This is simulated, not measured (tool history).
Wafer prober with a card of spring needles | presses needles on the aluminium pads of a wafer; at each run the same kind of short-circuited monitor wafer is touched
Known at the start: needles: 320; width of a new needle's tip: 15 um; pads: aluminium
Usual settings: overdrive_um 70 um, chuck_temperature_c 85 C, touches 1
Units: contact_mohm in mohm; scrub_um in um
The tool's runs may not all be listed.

run,hour,overdrive_um,chuck_temperature_c,touches,contact_mohm,scrub_um
1,0,70,85,1,264,14.56
# hour 3.3: tips cleaned on abrasive film
# hour 11.6: tips cleaned on abrasive film
2,15.8,70,85,1,260,14.53
# hour 21.1: tips cleaned on abrasive film
3,29.2,70,85,1,268,14.48
# hour 30.9: tips cleaned on abrasive film
# hour 41: tips cleaned on abrasive film
# hour 50.2: tips cleaned on abrasive film
4,55.2,70,85,1,261,14.39
# hour 59.4: tips cleaned on abrasive film
# hour 68.6: tips cleaned on abrasive film
# hour 76.9: tips cleaned on abrasive film
5,77.5,70,44,1,235,14.27
# hour 85.9: tips cleaned on abrasive film
6,92,70,40,1,257,14.61
# hour 95.9: tips cleaned on abrasive film
# hour 105.5: tips cleaned on abrasive film
# hour 114.6: tips cleaned on abrasive film
7,119.2,79,85,1,258,16.15
# hour 123.4: tips cleaned on abrasive film
# hour 133.7: tips cleaned on abrasive film
# hour 143.8: tips cleaned on abrasive film
8,144.9,70,85,2,249,14.3
# hour 153.2: tips cleaned on abrasive film
# hour 161.8: tips cleaned on abrasive film
9,161.8,70,85,2,244,14.56
# hour 170.4: tips cleaned on abrasive film
# hour 179.2: tips cleaned on abrasive film
10,181,77,37,1,238,15.77
# hour 188.8: tips cleaned on abrasive film
# hour 198.3: tips cleaned on abrasive film
# hour 208.4: tips cleaned on abrasive film
11,212.5,70,85,3,249,14.45
# hour 218.3: tips cleaned on abrasive film
# hour 227: tips cleaned on abrasive film
# hour 235.8: tips cleaned on abrasive film
12,235.8,62,41,3,232,12.68
# hour 244.8: tips cleaned on abrasive film
# hour 254.9: tips cleaned on abrasive film
13,262.1,64,57,3,249,13.11

4 ways to go on from here, each from the tool as it stands after run 13. What would each give?
# hour 264.3: tips cleaned on abrasive film
# hour 273.9: tips cleaned on abrasive film
# hour 282.8: tips cleaned on abrasive film
A,283.4,67,49,1,?,?
# hour 264.3: tips cleaned on abrasive film
# hour 273.9: tips cleaned on abrasive film
# hour 282.8: tips cleaned on abrasive film
B,283.4,53,26,1,?,?
# hour 264.3: tips cleaned on abrasive film
# hour 273.9: tips cleaned on abrasive film
# hour 282.8: tips cleaned on abrasive film
C,283.4,70,74,1,?,?
# hour 264.3: tips cleaned on abrasive film
# hour 273.9: tips cleaned on abrasive film
# hour 282.8: tips cleaned on abrasive film
D,283.4,88,57,3,?,?

run,contact_mohm,scrub_um
A,238,13.62
B,245,10.63
C,246,14.38
D,233,18.26
Without the tool's hidden state the same runs would have given:
run,contact_mohm,scrub_um
A,230,13.96
B,232,10.97
C,238,14.72
D,230,18.6
